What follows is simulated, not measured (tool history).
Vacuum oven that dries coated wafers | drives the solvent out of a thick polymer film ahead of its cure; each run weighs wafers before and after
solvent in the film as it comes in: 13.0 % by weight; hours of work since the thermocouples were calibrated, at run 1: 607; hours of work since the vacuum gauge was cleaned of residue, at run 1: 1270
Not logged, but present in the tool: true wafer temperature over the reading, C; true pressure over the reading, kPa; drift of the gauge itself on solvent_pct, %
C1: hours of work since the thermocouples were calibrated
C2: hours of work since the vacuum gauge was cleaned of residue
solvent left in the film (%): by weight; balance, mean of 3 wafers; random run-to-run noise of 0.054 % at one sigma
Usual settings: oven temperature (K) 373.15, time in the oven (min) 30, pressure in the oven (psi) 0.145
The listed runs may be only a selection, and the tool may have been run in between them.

Run 1, hour 0: usual settings; C1 607; C2 1270. Result: solvent left in the film (%) 1.94.
Run 2, hour 48.8: usual settings but time in the oven (min) 49; C1 636; C2 1299. Result: solvent left in the film (%) 0.92.
Run 3, hour 97: usual settings but oven temperature (K) 366.15, time in the oven (min) 49; C1 664; C2 1327. Result: solvent left in the film (%) 1.82.
Run 4, hour 160.6: usual settings but oven temperature (K) 366.15, time in the oven (min) 49; C1 701; C2 1364. Result: solvent left in the film (%) 1.68.
Run 5, hour 208.9: usual settings but oven temperature (K) 366.15, time in the oven (min) 49; C1 730; C2 1393. Result: solvent left in the film (%) 1.78.
Run 6, hour 275.8: usual settings but oven temperature (K) 366.15, time in the oven (min) 49; C1 769; C2 1432. Result: solvent left in the film (%) 1.72.
Run 7, hour 343.1: usual settings; C1 809; C2 1472. Result: solvent left in the film (%) 1.91.
Run 8, hour 376.3: usual settings; C1 828; C2 1491. Result: solvent left in the film (%) 1.94.
Run 9, hour 418.9: usual settings; C1 853; C2 1516. Result: solvent left in the film (%) 1.86.
Run 10, hour 475: usual settings but time in the oven (min) 34; C1 886; C2 1549. Result: solvent left in the film (%) 1.62.
At hour 505.6: oven's thermocouples calibrated.
Run 11, hour 542.2: usual settings but time in the oven (min) 34; C1 22; C2 1588. Result: solvent left in the film (%) 1.65.
Run 12, hour 600: usual settings but time in the oven (min) 34; C1 56; C2 1622. Result: solvent left in the film (%) 1.6.
Run 13, hour 636.5: usual settings but oven temperature (K) 374.15, time in the oven (min) 34; C1 77; C2 1643. Result: solvent left in the film (%) 1.51.
Run 14, hour 706.2: usual settings; C1 118; C2 1684. Result: solvent left in the film (%) 2.
Run 15, hour 744.6: usual settings; C1 141; C2 1707. Result: solvent left in the film (%) 1.91.
Run 16, hour 819.3: usual settings; C1 185; C2 1751. Result: solvent left in the film (%) 1.9.
Run 17, hour 855.2: usual settings; C1 206; C2 1772. Result: solvent left in the film (%) 1.96.
Run 18, hour 891.1: usual settings but oven temperature (K) 359.15; C1 227; C2 1793. Result: solvent left in the film (%) 4.48.
Run 19, hour 952.4: usual settings but oven temperature (K) 359.15, pressure in the oven (psi) 0.393; C1 263; C2 1829. Result: solvent left in the film (%) 5.47.
Run 20, hour 1005.8: usual settings but oven temperature (K) 361.15, pressure in the oven (psi) 0.158; C1 294; C2 1860. Result: solvent left in the film (%) 4.28.
Run 21, hour 1041.4: usual settings but time in the oven (min) 43, pressure in the oven (psi) 0.162; C1 315; C2 1881. Result: solvent left in the film (%) 1.29.
Run 22, hour 1111.5: usual settings but oven temperature (K) 379.15, time in the oven (min) 33, pressure in the oven (psi) 0.354; C1 356; C2 1922. Result: solvent left in the film (%) 1.66.
Run 23, hour 1166.7: usual settings but time in the oven (min) 32, pressure in the oven (psi) 0.08; C1 389; C2 1955. Result: solvent left in the film (%) 1.65.
Run 24, hour 1206.3: usual settings but time in the oven (min) 50, pressure in the oven (psi) 0.08; C1 412; C2 1978. Result: solvent left in the film (%) 0.75.
Run 25, hour 1278.4: usual settings but oven temperature (K) 362.15, time in the oven (min) 36, pressure in the oven (psi) 0.083; C1 455; C2 2021. Result: solvent left in the film (%) 2.92.

Run 26 has not been measured yet. What should we expect?
Run 26, hour 1334.2: usual settings but oven temperature (K) 362.15, time in the oven (min) 36, pressure in the oven (psi) 0.083; C1 487; C2 2053. Result: solvent left in the film (%) ?.

{"run 26": {"solvent left in the film (%)": 2.97}}
The same run, on a tool lacking any hidden state, would have yielded solvent left in the film (%) 2.94.
